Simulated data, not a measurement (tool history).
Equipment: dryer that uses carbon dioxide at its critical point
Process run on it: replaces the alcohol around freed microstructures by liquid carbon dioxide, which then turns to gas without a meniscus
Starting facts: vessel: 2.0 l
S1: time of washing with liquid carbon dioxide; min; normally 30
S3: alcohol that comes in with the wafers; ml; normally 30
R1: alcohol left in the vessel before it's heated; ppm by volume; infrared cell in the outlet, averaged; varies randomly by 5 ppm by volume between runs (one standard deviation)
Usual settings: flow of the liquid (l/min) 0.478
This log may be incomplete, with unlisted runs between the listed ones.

run 1 hour=0 | S1=30 flow_of_the_liquid_(l/min)=0.478 S3=30 | R1=14
run 2 hour=8.9 | S1=38 flow_of_the_liquid_(l/min)=0.478 S3=30 | R1=10
run 3 hour=17.5 | S1=30 flow_of_the_liquid_(l/min)=0.406 S3=30 | R1=46
run 4 hour=22.2 | S1=30 flow_of_the_liquid_(l/min)=0.406 S3=30 | R1=49
run 5 hour=27.5 | S1=30 flow_of_the_liquid_(l/min)=0.478 S3=21 | R1=20
run 6 hour=34.6 | S1=30 flow_of_the_liquid_(l/min)=0.478 S3=21 | R1=28
run 7 hour=44.5 | S1=38 flow_of_the_liquid_(l/min)=0.478 S3=30 | R1=17
run 8 hour=49.3 | S1=38 flow_of_the_liquid_(l/min)=0.478 S3=30 | R1=15
run 9 hour=58.1 | S1=38 flow_of_the_liquid_(l/min)=0.478 S3=30 | R1=5
run 10 hour=63.2 | S1=30 flow_of_the_liquid_(l/min)=0.297 S3=30 | R1=195
run 11 hour=72.5 | S1=30 flow_of_the_liquid_(l/min)=0.478 S3=30 | R1=30
run 12 hour=79.5 | S1=30 flow_of_the_liquid_(l/min)=0.478 S3=30 | R1=25
run 13 hour=89.2 | S1=44 flow_of_the_liquid_(l/min)=0.478 S3=30 | R1=24
run 14 hour=94.2 | S1=44 flow_of_the_liquid_(l/min)=0.478 S3=30 | R1=16
run 15 hour=103.1 | S1=44 flow_of_the_liquid_(l/min)=0.478 S3=30 | R1=18
run 16 hour=107.9 | S1=30 flow_of_the_liquid_(l/min)=0.478 S3=30 | R1=34
run 17 hour=113.4 | S1=30 flow_of_the_liquid_(l/min)=0.478 S3=30 | R1=33
run 18 hour=123.2 | S1=30 flow_of_the_liquid_(l/min)=0.6 S3=30 | R1=20
run 19 hour=131.1 | S1=30 flow_of_the_liquid_(l/min)=0.6 S3=30 | R1=18
run 20 hour=137.9 | S1=38 flow_of_the_liquid_(l/min)=0.79 S3=43 | R1=16
run 21 hour=145 | S1=38 flow_of_the_liquid_(l/min)=0.79 S3=43 | R1=17
run 22 hour=152.2 | S1=19 flow_of_the_liquid_(l/min)=0.79 S3=41 | R1=37
run 23 hour=157.5 | S1=19 flow_of_the_liquid_(l/min)=0.79 S3=41 | R1=41
run 24 hour=163.7 | S1=33 flow_of_the_liquid_(l/min)=0.794 S3=41 | R1=9
run 25 hour=169.8 | S1=33 flow_of_the_liquid_(l/min)=0.403 S3=118 | R1=118
run 26 hour=177.4 | S1=33 flow_of_the_liquid_(l/min)=0.403 S3=118 | R1=131
run 27 hour=185.5 | S1=30 flow_of_the_liquid_(l/min)=0.478 S3=39 | R1=42
run 28 hour=193.3 | S1=44 flow_of_the_liquid_(l/min)=0.478 S3=23 | R1=20
run 29 hour=198.4 | S1=28 flow_of_the_liquid_(l/min)=0.319 S3=30 | R1=223
run 30 hour=204.4 | S1=30 flow_of_the_liquid_(l/min)=0.318 S3=29 | R1=174
run 31 hour=210 | S1=19 flow_of_the_liquid_(l/min)=0.478 S3=67 | R1=486
run 32 hour=218.8 | S1=19 flow_of_the_liquid_(l/min)=0.478 S3=67 | R1=476
run 33 hour=227.2 | S1=41 flow_of_the_liquid_(l/min)=0.451 S3=59 | R1=30
run 34 hour=233 | S1=37 flow_of_the_liquid_(l/min)=0.478 S3=30 | R1=36

Below, some changes in R1 between adjacent runs. For each, the amount present without the hidden state too (settings, incoming material, random variation) and the amount remaining for the hidden state with gauge scatter not shared by both compared results:
Hidden state at play: flow that reaches the vessel past the clogged filter, %; alcohol in the recycled carbon dioxide, ppm; drift of the gauge itself on alcohol_ppm, %.
Run 28 -> 29: S1 44 -> 28, flow of the liquid (l/min) 0.478 -> 0.319, S3 23 -> 30. R1 +203 ppm by volume: hidden state +38, all else +165.
Run 30 -> 31: S1 30 -> 19, flow of the liquid (l/min) 0.318 -> 0.478, S3 29 -> 67. R1 +312 ppm by volume: hidden state +60, all else +252.
Run 32 -> 33: S1 19 -> 41, flow of the liquid (l/min) 0.478 -> 0.451, S3 67 -> 59. R1 -446 ppm by volume: hidden state -87, all else -359.
